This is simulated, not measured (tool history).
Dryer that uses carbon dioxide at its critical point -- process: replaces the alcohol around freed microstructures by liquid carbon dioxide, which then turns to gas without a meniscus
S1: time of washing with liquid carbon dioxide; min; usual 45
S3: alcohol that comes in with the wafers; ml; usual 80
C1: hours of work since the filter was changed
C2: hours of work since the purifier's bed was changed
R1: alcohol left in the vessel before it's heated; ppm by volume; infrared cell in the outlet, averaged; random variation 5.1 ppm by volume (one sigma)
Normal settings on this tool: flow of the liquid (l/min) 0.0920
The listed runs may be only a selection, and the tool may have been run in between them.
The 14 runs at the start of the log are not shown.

Run 15, hour 168.9: usual settings but S1 47 min, flow of the liquid (l/min) 0.0614; C1 320; C2 426. Result: R1 1411 ppm by volume.
Run 16, hour 175.8: usual settings but flow of the liquid (l/min) 0.0820; C1 323; C2 430. Result: R1 372 ppm by volume.
Run 17, hour 186.4: usual settings but flow of the liquid (l/min) 0.0820; C1 329; C2 435. Result: R1 377 ppm by volume.
Run 18, hour 198.5: usual settings but flow of the liquid (l/min) 0.0820; C1 335; C2 442. Result: R1 365 ppm by volume.
Run 19, hour 213.8: usual settings but S1 57 min, flow of the liquid (l/min) 0.0890, S3 46 ml; C1 343; C2 450. Result: R1 88 ppm by volume.
Run 20, hour 225.6: usual settings but S1 57 min, flow of the liquid (l/min) 0.0890, S3 46 ml; C1 350; C2 456. Result: R1 92 ppm by volume.
Run 21, hour 237.3: usual settings but S1 57 min, flow of the liquid (l/min) 0.0890, S3 23 ml; C1 356; C2 462. Result: R1 84 ppm by volume.
Run 22, hour 246.9: usual settings but S1 66 min, flow of the liquid (l/min) 0.0664; C1 361; C2 467. Result: R1 189 ppm by volume.
Run 23, hour 260.5: usual settings but S1 43 min, S3 47 ml; C1 368; C2 474. Result: R1 196 ppm by volume.
Run 24, hour 269.2: usual settings but S1 43 min, S3 47 ml; C1 373; C2 479. Result: R1 206 ppm by volume.
Run 25, hour 278.3: usual settings but S1 43 min, S3 47 ml; C1 378; C2 484. Result: R1 194 ppm by volume.
Run 26, hour 290.2: usual settings but S1 43 min, S3 47 ml; C1 384; C2 490. Result: R1 212 ppm by volume.
Run 27, hour 299.6: usual settings but S1 71 min, flow of the liquid (l/min) 0.1534, S3 47 ml; C1 389; C2 495. Result: R1 72 ppm by volume.
At hour 308.3: inlet filter changed.
Run 28, hour 316.9: usual settings but S1 71 min, flow of the liquid (l/min) 0.1534, S3 47 ml; C1 5; C2 504. Result: R1 76 ppm by volume.
Run 29, hour 329.2: usual settings but S1 71 min, flow of the liquid (l/min) 0.1534, S3 47 ml; C1 11; C2 510. Result: R1 83 ppm by volume.

Run 30, settings as shown, results not yet in. Your forecast:
Run 30, hour 339.4: usual settings but S1 71 min, flow of the liquid (l/min) 0.1324, S3 73 ml; C1 16; C2 516. Result: R1 ?.

{"run 30": {"R1": 88}}
On a tool with no hidden condition, and with the same random variation, this run would have come out at R1 9 ppm by volume.
